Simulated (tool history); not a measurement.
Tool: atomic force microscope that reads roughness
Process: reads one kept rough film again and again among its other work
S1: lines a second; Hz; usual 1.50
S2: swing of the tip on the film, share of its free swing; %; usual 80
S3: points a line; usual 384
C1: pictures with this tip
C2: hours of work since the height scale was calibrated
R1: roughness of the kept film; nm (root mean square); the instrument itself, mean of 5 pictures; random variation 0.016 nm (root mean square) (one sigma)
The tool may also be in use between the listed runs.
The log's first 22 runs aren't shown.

run	hour	S1	S2	S3	C1	C2	R1
23	540.6	1.50	80	384	53	567	2.938
24	566.9	1.50	80	261	87	578	2.541
25	585.8	0.84	58	384	111	585	2.445
# hour 596.0: new tip fitted
26	618.8	1.33	64	384	29	599	3.322
27	651.8	1.33	64	384	71	613	2.785
28	682.3	3.19	63	794	110	625	2.401
# hour 692.7: new tip fitted
29	706.7	1.75	88	831	17	635	3.331
30	722.4	0.51	80	384	37	642	3.228
31	754.0	1.25	88	511	78	655	2.659
32	769.6	1.55	74	270	98	662	2.478
# hour 788.1: new tip fitted
33	804.9	0.75	56	384	22	676	3.501
34	832.6	3.42	65	546	57	688	2.909
35	850.0	0.79	65	546	79	695	2.764
36	871.4	0.79	65	546	106	704	2.486
# hour 884.8: new tip fitted
37	891.2	1.50	61	283	8	712	3.684
38	906.3	1.50	87	384	27	718	3.179
39	930.0	3.08	75	384	57	728	2.793
40	961.5	0.67	55	936	97	741	2.590
41	978.1	1.50	79	981	119	748	2.329
# hour 981.3: new tip fitted
42	1001.8	0.76	80	310	26	758	3.306
43	1022.2	1.68	85	310	52	766	2.832
44	1037.2	0.74	62	384	71	772	2.797
45	1066.9	1.21	81	384	109	785	2.365

5 ways to go on from here, each from the tool as it stands after run 45. What would each give?
# hour 1076.4: new tip fitted
A	1096.7	1.50	80	305	26	797	?
# hour 1076.4: new tip fitted
B	1096.7	2.25	58	353	26	797	?
# hour 1076.4: new tip fitted
C	1096.7	1.21	80	384	26	797	?
# hour 1076.4: new tip fitted
D	1096.7	1.04	63	384	26	797	?
# hour 1076.4: new tip fitted
E	1096.7	1.32	82	384	26	797	?

run	R1
A	3.287
B	3.400
C	3.302
D	3.424
E	3.297
Without the tool's hidden state the same runs would have given:
run	R1
A	3.750
B	3.879
C	3.766
D	3.906
E	3.762

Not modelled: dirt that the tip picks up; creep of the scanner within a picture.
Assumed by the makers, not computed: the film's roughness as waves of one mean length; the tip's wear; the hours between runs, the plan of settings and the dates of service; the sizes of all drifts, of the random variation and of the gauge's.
